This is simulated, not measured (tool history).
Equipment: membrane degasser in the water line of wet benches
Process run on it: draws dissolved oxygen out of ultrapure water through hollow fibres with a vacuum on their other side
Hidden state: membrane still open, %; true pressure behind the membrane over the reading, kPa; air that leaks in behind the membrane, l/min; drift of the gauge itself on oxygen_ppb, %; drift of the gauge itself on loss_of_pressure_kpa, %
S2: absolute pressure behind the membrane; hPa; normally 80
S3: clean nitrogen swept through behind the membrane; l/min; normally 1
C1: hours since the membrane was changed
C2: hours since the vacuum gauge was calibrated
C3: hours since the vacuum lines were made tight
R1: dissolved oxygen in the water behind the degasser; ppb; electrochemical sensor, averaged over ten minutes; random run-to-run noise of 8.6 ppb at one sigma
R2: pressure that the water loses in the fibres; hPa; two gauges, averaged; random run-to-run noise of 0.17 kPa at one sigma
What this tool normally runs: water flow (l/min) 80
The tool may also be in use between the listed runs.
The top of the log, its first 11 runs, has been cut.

Run 12, hour 761: usual settings but S2 105.5 hPa; C1 1037; C2 7069; C3 5678. Result: R1 1178.1 ppb, R2 288.2 hPa.
Run 13, hour 828: usual settings; C1 1104; C2 7136; C3 5745. Result: R1 888.5 ppb, R2 289.9 hPa.
Run 14, hour 892.5: usual settings; C1 1168; C2 7201; C3 5810. Result: R1 895.2 ppb, R2 292.2 hPa.
Run 15, hour 948.4: usual settings but S2 94.1 hPa; C1 1224; C2 7257; C3 5866. Result: R1 1048.8 ppb, R2 292.6 hPa.
Run 16, hour 988.9: usual settings but water flow (l/min) 55, S2 64.6 hPa, S3 0.95 l/min; C1 1265; C2 7297; C3 5906. Result: R1 501.1 ppb, R2 199.8 hPa.
Run 17, hour 1028.9: usual settings but water flow (l/min) 93, S2 64.6 hPa, S3 1.02 l/min; C1 1305; C2 7337; C3 5946. Result: R1 815.6 ppb, R2 338.6 hPa.
Run 18, hour 1115.1: usual settings but water flow (l/min) 90, S2 93.3 hPa, S3 0.5 l/min; C1 1391; C2 7423; C3 6032. Result: R1 1492.5 ppb, R2 328.9 hPa.
Run 19, hour 1166.4: usual settings but water flow (l/min) 51, S2 51.9 hPa; C1 1442; C2 7475; C3 6084. Result: R1 343.7 ppb, R2 185.4 hPa.
Run 20, hour 1256.4: usual settings but water flow (l/min) 51, S2 51.9 hPa; C1 1532; C2 7564; C3 6173. Result: R1 340.1 ppb, R2 184.8 hPa.
Run 21, hour 1294.6: usual settings but water flow (l/min) 90, S3 0.58 l/min; C1 1571; C2 7603; C3 6212. Result: R1 1225.4 ppb, R2 323.6 hPa.
Run 22, hour 1334.6: usual settings but water flow (l/min) 52, S2 156.3 hPa; C1 1611; C2 7643; C3 6252. Result: R1 1224.5 ppb, R2 186.1 hPa.
At hour 1356.5: vacuum gauge calibrated.
Run 23, hour 1373.1: usual settings but water flow (l/min) 67, S2 87.3 hPa, S3 0.48 l/min; C1 1649; C2 17; C3 6290. Result: R1 1134.1 ppb, R2 243.9 hPa.
Run 24, hour 1413.8: usual settings but S2 73.2 hPa, S3 0.65 l/min; C1 1689; C2 57; C3 6330. Result: R1 927.4 ppb, R2 291 hPa.
Run 25, hour 1481.2: usual settings but S2 73.2 hPa, S3 0.65 l/min; C1 1757; C2 125; C3 6398. Result: R1 936.8 ppb, R2 290.2 hPa.
Run 26, hour 1562.5: usual settings but water flow (l/min) 62, S2 82 hPa, S3 0.94 l/min; C1 1838; C2 206; C3 6479. Result: R1 725.3 ppb, R2 227.6 hPa.
Run 27, hour 1647.9: usual settings but water flow (l/min) 55; C1 1923; C2 291; C3 6565. Result: R1 620.5 ppb, R2 196.9 hPa.
Run 28, hour 1702.5: usual settings but water flow (l/min) 55, S2 74.1 hPa, S3 1.34 l/min; C1 1978; C2 346; C3 6619. Result: R1 475.9 ppb, R2 200.7 hPa.
Run 29, hour 1769.1: usual settings but water flow (l/min) 70, S2 89.5 hPa, S3 1.11 l/min; C1 2045; C2 413; C3 6686. Result: R1 833.3 ppb, R2 257.9 hPa.
Run 30, hour 1823.4: usual settings but water flow (l/min) 108, S2 128.6 hPa, S3 1.6 l/min; C1 2099; C2 467; C3 6740. Result: R1 1419.4 ppb, R2 391.6 hPa.

Here are 4 independent what-if runs from the current tool condition. What would each one return?
Run A, hour 1898.6: usual settings but S3 0.99 l/min; C1 2174; C2 542; C3 6815. Result: R1 ?, R2 ?.
Run B, hour 1898.6: usual settings but water flow (l/min) 62, S2 128.6 hPa, S3 0.47 l/min; C1 2174; C2 542; C3 6815. Result: R1 ?, R2 ?.
Run C, hour 1898.6: usual settings but water flow (l/min) 62, S2 98.7 hPa, S3 0.74 l/min; C1 2174; C2 542; C3 6815. Result: R1 ?, R2 ?.
Run D, hour 1898.6: usual settings but water flow (l/min) 117, S2 172.2 hPa, S3 1.25 l/min; C1 2174; C2 542; C3 6815. Result: R1 ?, R2 ?.

run      R1     R2
  A   885.3    293
  B  1663.1  227.9
  C  1004.5  230.1
  D  2101.7  427.9
Without the tool's unlogged condition, the same runs would have read:
run      R1     R2
  A   872.7  288.6
  B  1673.4  224.5
  C   999.1  226.7
  D  2091.4  421.5

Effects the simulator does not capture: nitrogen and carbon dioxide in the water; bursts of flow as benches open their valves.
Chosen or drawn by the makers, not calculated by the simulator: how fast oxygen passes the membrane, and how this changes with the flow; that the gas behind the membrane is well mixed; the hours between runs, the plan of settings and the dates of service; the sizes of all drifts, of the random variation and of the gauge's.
